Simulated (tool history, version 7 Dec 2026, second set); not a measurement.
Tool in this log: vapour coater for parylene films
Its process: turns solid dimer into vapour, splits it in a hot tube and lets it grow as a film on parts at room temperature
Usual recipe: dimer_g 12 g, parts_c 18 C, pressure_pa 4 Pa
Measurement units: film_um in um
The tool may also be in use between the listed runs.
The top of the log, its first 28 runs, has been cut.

run 29 hour=371.6 | dimer_g=15 parts_c=14 pressure_pa=6.07 | film_um=9.74
run 30 hour=384 | dimer_g=15 parts_c=14 pressure_pa=6.07 | film_um=9.64
run 31 hour=391.7 | dimer_g=20 parts_c=11 pressure_pa=6.07 | film_um=14.06
run 32 hour=400.1 | dimer_g=7 parts_c=11 pressure_pa=2.78 | film_um=5.05
run 33 hour=408.4 | dimer_g=7 parts_c=15 pressure_pa=9.41 | film_um=3.96
run 34 hour=420.1 | dimer_g=12 parts_c=26 pressure_pa=4 | film_um=5.75
run 35 hour=436 | dimer_g=11 parts_c=22 pressure_pa=4 | film_um=6.02
run 36 hour=450.8 | dimer_g=9 parts_c=13 pressure_pa=6.72 | film_um=5.79
run 37 hour=464.9 | dimer_g=12 parts_c=20 pressure_pa=4 | film_um=6.89
run 38 hour=479.3 | dimer_g=14 parts_c=18 pressure_pa=4.16 | film_um=8.45
-- hour=492.3 gauge calibrated
run 39 hour=494.7 | dimer_g=8 parts_c=18 pressure_pa=4.16 | film_um=4.96
run 40 hour=511.7 | dimer_g=13 parts_c=12 pressure_pa=5.8 | film_um=9.09
run 41 hour=524.2 | dimer_g=13 parts_c=12 pressure_pa=5.8 | film_um=9.1
run 42 hour=536.7 | dimer_g=20 parts_c=12 pressure_pa=5.2 | film_um=14.25
run 43 hour=544.1 | dimer_g=20 parts_c=12 pressure_pa=5.2 | film_um=14.22
run 44 hour=556.8 | dimer_g=20 parts_c=17 pressure_pa=4.13 | film_um=12.77
run 45 hour=572.9 | dimer_g=20 parts_c=17 pressure_pa=4.13 | film_um=12.79
run 46 hour=589.5 | dimer_g=12 parts_c=11 pressure_pa=4.89 | film_um=8.78

Branching from run 46: 3 alternative next runs. What would each branch give?
run A hour=606 | dimer_g=12 parts_c=11 pressure_pa=2.94 | film_um=?
run B hour=606 | dimer_g=12 parts_c=18 pressure_pa=6.85 | film_um=?
run C hour=606 | dimer_g=11 parts_c=12 pressure_pa=4 | film_um=?

run=A film_um=8.8
run=B film_um=6.73
run=C film_um=8.14
Had the tool no hidden state, the same runs would have come out as:
run=A film_um=8.93
run=B film_um=6.84
run=C film_um=8.27
